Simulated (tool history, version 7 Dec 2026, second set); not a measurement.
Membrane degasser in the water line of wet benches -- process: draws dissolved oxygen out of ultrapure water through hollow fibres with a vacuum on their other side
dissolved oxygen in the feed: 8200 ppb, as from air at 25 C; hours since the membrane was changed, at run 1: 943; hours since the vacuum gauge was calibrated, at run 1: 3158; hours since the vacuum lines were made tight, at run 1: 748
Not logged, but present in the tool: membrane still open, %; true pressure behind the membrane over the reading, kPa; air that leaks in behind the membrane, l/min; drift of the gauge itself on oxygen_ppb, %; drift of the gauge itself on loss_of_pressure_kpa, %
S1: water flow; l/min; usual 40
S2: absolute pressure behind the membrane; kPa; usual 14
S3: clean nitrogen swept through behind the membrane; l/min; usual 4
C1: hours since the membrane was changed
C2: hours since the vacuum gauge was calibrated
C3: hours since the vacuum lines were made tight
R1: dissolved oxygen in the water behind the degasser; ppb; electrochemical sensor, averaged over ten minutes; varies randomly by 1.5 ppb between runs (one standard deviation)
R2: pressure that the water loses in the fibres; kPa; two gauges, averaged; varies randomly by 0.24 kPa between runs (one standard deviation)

| run | hour | S1 | S2 | S3 | C1 | C2 | C3 | R1 | R2 |
|---|---|---|---|---|---|---|---|---|---|
| 1 | 0 | 40 | 14 | 4 | 943 | 3158 | 748 | 265.9 | 63.53 |
| 2 | 154.8 | 40 | 10.9 | 4 | 1098 | 3313 | 902 | 196.6 | 63.88 |
| 3 | 233.1 | 40 | 10.9 | 3.9 | 1176 | 3391 | 981 | 202.2 | 64.09 |
| 4 | 325.4 | 40 | 14 | 4 | 1269 | 3483 | 1073 | 268.3 | 64.13 |
| 5 | 407.8 | 40 | 14 | 4 | 1351 | 3566 | 1155 | 268.6 | 63.84 |
| 6 | 507.9 | 40 | 14 | 4 | 1451 | 3666 | 1256 | 267.4 | 63.74 |
| 7 | 668.5 | 40 | 14 | 4 | 1612 | 3826 | 1416 | 267.9 | 63.94 |
| 8 | 764.4 | 40 | 14 | 4 | 1708 | 3922 | 1512 | 267.3 | 64.15 |
| 9 | 895.1 | 40 | 14 | 4 | 1838 | 4053 | 1643 | 270.1 | 63.95 |
| 10 | 1046.8 | 40 | 14 | 4 | 1990 | 4205 | 1794 | 269.4 | 64.32 |
| 11 | 1178.6 | 40 | 14 | 4 | 2122 | 4336 | 1926 | 271.7 | 64.24 |
| 12 | 1319.5 | 54 | 33.6 | 4 | 2263 | 4477 | 2067 | 918.4 | 86.66 |
| 13 | 1387.6 | 40 | 9.3 | 8.36 | 2331 | 4546 | 2135 | 88.1 | 64.16 |
| 14 | 1534.5 | 40 | 18 | 5.5 | 2478 | 4692 | 2282 | 270 | 64.4 |
| 15 | 1628.8 | 51 | 14.2 | 3.42 | 2572 | 4787 | 2376 | 410.3 | 82.28 |
| 16 | 1705.6 | 59 | 10.7 | 9.09 | 2649 | 4863 | 2453 | 187.3 | 94.64 |
| 17 | 1839.7 | 39 | 10.7 | 3.15 | 2783 | 4998 | 2587 | 236.4 | 62.39 |

What if the next run were any one of these 4? Each begins from the tool's condition after run 17:
| A | 1968.1 | 39 | 28.9 | 5.76 | 2911 | 5126 | 2716 | ? | ? |
| B | 1968.1 | 40 | 29.9 | 4 | 2911 | 5126 | 2716 | ? | ? |
| C | 1968.1 | 47 | 10.7 | 3.15 | 2911 | 5126 | 2716 | ? | ? |
| D | 1968.1 | 26 | 10.7 | 3.15 | 2911 | 5126 | 2716 | ? | ? |

| run | R1 | R2 |
|---|---|---|
| A | 422.5 | 62.94 |
| B | 615.3 | 64.79 |
| C | 289.7 | 75.47 |
| D | 158.2 | 41.6 |
What these runs would have given with no unlogged condition in the tool:
| run | R1 | R2 |
|---|---|---|
| A | 411.8 | 61.87 |
| B | 601.1 | 63.69 |
| C | 272.3 | 74.19 |
| D | 148 | 40.89 |
